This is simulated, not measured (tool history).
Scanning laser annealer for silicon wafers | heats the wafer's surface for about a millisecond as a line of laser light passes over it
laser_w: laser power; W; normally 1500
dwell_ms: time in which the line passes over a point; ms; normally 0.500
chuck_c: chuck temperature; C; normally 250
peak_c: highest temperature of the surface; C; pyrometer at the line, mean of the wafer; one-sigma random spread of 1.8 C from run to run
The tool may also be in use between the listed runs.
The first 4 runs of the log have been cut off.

run   hour  laser_w  dwell_ms  chuck_c  peak_c
  5   35.3     1284     0.500      250     873
  6   44.3     1296     0.500      250     881
  7   53.3     1296     0.500      250     883
  8   64.9     1500     0.370      250     893
  9   72.8     1500     0.500      250    1018
 10   84.3     1500     0.500      246    1013
 11   95.8     1500     0.500      246    1010
 12  102.6     1500     0.500      246    1013
 13  113.4     1500     0.500      246    1012
 14  120.8     1500     0.500      250    1017
 15  131.0     1500     0.500      250    1019
 16  142.6     1500     0.500      250    1016
 17  148.5     1500     0.500      250    1018
 18  157.6     1639     0.500      250    1111
 19  163.2     1500     0.500      250    1015
 20  168.5     1500     0.500      250    1013
 21  177.9     1293     0.352      232     741
 22  189.0     1608     0.390      265     989
 23  198.6     1501     0.566      281    1105
 24  209.2     1370     0.449      280     917
 25  220.3     1370     0.449      280     921
 26  228.8     1370     0.392      243     832

Run 27, settings as shown, results not yet in. Your forecast:
 27  236.6     1500     0.500      240       ?

Run 27 measured peak_c 1005 C.
Had the tool carried no hidden state, the very same run would have given peak_c 1005 C.

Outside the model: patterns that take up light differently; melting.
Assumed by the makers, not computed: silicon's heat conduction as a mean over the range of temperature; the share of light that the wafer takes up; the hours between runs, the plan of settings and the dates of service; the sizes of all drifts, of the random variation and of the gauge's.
